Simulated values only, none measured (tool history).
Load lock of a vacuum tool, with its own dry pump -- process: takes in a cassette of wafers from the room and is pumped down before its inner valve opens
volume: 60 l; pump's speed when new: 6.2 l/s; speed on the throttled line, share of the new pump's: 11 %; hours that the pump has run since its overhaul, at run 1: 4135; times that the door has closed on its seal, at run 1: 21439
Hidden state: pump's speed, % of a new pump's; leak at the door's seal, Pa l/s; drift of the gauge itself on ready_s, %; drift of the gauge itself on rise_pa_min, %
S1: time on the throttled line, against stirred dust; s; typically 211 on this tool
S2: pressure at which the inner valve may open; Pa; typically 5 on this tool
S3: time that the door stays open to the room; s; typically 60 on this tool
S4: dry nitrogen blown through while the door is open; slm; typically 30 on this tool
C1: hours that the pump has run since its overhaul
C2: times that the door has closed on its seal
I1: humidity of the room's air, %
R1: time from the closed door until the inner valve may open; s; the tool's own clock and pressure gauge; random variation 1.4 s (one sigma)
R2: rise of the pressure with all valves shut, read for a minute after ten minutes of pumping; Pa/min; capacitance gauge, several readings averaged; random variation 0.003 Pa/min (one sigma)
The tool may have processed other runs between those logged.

run	hour	S1	S2	S3	S4	C1	C2	I1	R1	R2
1	0	211	5	60	30	4135	21439	44.2	292.1	0.058
2	489.6	211	5	60	30	4625	23718	41	287.6	0.056
3	743.6	211	5	203	30	4879	24900	39.6	290	0.074
4	1199.7	211	5	203	30	5335	27023	44.9	289.2	0.081
5	1518.2	179	5	60	30	5654	28506	48	262.8	0.076
6	1842	179	5	60	30	5977	30012	42.4	263.5	0.074
7	2325.9	211	5	60	7	6461	32265	43.1	293.6	0.099
8	2861.7	211	5	60	30	6997	34758	46.6	293.5	0.087
9	3401.8	211	5	60	30	7537	37272	44.2	293.9	0.095
10	3832.6	293	5	60	30	7968	39277	44.2	364.7	0.103
11	4255.4	374	5	60	30	8391	41245	48.1	435.2	0.116
12	4722.4	211	5	60	30	8858	43419	48.4	298.3	0.115
13	5218.6	211	5	60	30	9354	45728	45.5	296.2	0.124
14	5487.8	211	5	60	22	9623	46981	44.6	294.8	0.128
15	5896.7	211	5	60	7	10032	48884	45	296.8	0.144
16	6326.4	211	5	60	7	10462	50884	43.9	301.2	0.155
# hour 6609.8: dry pump taken out, an overhauled one fitted
17	6609.8	211	5	60	7	0	52175	46.4	283.9	0.16
18	7161.6	211	5	60	30	552	54744	44.1	283.3	0.152
19	7439.2	211	5	60	25	829	56035	43.8	285.2	0.166
20	7687.3	211	5	60	25	1078	57190	44.9	286.6	0.163
21	8135.4	191	5	109	25	1526	59276	44.6	268.8	0.181
22	8659.8	132	6	29	5	2050	61717	45.4	214.4	0.183
23	8977.2	113	6	45	11	2367	63194	43.8	201	0.191
24	9406.2	113	6	45	11	2796	65191	43	197.4	0.198
25	9869.9	113	6	45	11	3260	67348	45.6	201.1	0.214
26	10343.1	113	6	60	30	3733	69551	49.3	200.4	0.215
27	10567.3	113	5	60	30	3957	70594	45.8	202.4	0.22
28	11059.1	211	4	49	19	4449	72883	43.8	294.2	0.237
29	11422.7	211	4	49	19	4813	74576	44.4	292.9	0.24
30	11722.7	202	8	42	39	5113	75972	46.9	280	0.24
31	12130.7	202	8	42	39	5521	77871	45	279.9	0.248
# hour 12274.7: door's seal changed, seat wiped
32	12544.9	202	5	60	30	5934	1258	41.5	283.9	0.025
33	12953.9	211	5	60	22	6343	3161	45.3	292.2	0.026
34	13402	211	5	60	22	6791	5247	45.4	293.4	0.037
35	13918	211	8	60	10	7307	7648	47.1	287.4	0.045
36	14467.4	287	7	60	30	7856	10205	45.7	358.1	0.039
37	14835.7	361	5	60	5	8224	11920	45.9	423.8	0.06

Below are 3 alternative next runs, each starting from the tool's condition after run 37. Predict each:
A	15298.3	155	5	60	5	8687	14073	46.1	?	?
B	15298.3	346	5	48	24	8687	14073	45.5	?	?
C	15298.3	211	4	61	9	8687	14073	49.5	?	?

run	R1	R2
A	247.1	0.066
B	414.5	0.048
C	299.3	0.066
Stripped of hidden state, with their random variation kept, the same runs would have yielded:
run	R1	R2
A	234.6	0.048
B	405.2	0.03
C	287.1	0.048

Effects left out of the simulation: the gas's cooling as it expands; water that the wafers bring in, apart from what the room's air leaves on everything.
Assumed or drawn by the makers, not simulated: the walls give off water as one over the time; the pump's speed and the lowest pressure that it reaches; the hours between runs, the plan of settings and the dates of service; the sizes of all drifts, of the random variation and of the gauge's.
